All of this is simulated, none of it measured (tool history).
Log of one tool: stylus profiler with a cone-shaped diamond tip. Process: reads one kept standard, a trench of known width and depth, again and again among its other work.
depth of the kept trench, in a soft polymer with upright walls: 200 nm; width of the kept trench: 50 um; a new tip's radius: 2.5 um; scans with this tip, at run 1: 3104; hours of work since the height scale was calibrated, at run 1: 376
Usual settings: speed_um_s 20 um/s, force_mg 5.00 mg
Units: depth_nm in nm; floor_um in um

run	day	speed_um_s	force_mg	scans with this tip	hours of work since the height scale was calibrated	depth_nm	floor_um
1	0.000	20	5.00	3104	376	205.27	48.02
2	1.450	32	5.00	3239	393	205.32	47.95
3	4.438	7	5.00	3518	426	205.16	48.02
4	5.938	52	5.00	3658	443	205.06	47.96
5	8.729	23	5.00	3918	475	205.14	47.94
6	10.412	8	5.00	4075	494	205.17	48.06
7	13.588	8	5.00	4371	530	205.30	48.02
8	15.350	10	5.00	4535	550	205.05	47.99
9	16.975	29	5.00	4687	568	205.17	47.98
10	18.746	13	5.00	4852	588	205.06	48.01
11	21.029	20	5.00	5065	614	205.33	48.00
12	23.317	20	5.00	5278	640	205.10	47.96
13	25.850	20	5.00	5515	668	204.99	48.01
14	27.308	20	5.00	5651	685	205.07	47.99
15	28.750	20	5.00	5785	701	205.15	47.94
16	31.250	20	11.29	6018	729	209.01	48.01
17	32.625	20	11.29	6146	745	208.94	47.95
18	34.496	20	11.29	6321	766	208.99	47.99
19	37.296	20	11.29	6582	798	208.89	48.02
20	39.600	20	11.29	6796	824	209.11	48.01
21	42.417	57	3.08	7059	856	203.66	47.80
22	43.721	6	3.01	7181	870	203.73	48.01
23	45.088	6	10.26	7308	886	208.38	48.07
24	47.600	39	5.50	7543	914	205.35	47.97
25	49.346	39	5.50	7705	934	205.58	47.92
26	51.308	39	5.50	7888	956	205.66	47.97
27	52.992	39	5.50	8045	975	205.62	47.89
28	55.221	12	2.67	8253	1000	203.42	47.97
29	57.438	5	10.13	8460	1025	208.41	48.04
30	60.121	19	5.64	8710	1056	205.59	48.01
31	62.504	16	2.33	8932	1083	203.13	48.00
32	64.592	25	5.00	9127	1106	205.26	47.99
33	66.750	43	8.62	9328	1131	207.54	47.91
34	68.433	43	8.62	9485	1150	207.29	47.96
35	70.233	43	8.62	9653	1170	207.33	47.92
36	72.583	43	8.62	9872	1197	207.34	47.92
# day 74.458: height scale calibrated on a step standard
37	75.192	51	2.52	10113	8	203.36	47.83

Hidden state at the last listed run before each entry between runs and at the first one after, where it differs:
Between runs 36 and 37: height scale calibrated on a step standard (day 74.458)
  height scale over the true one, %: -0.015 -> -0.001
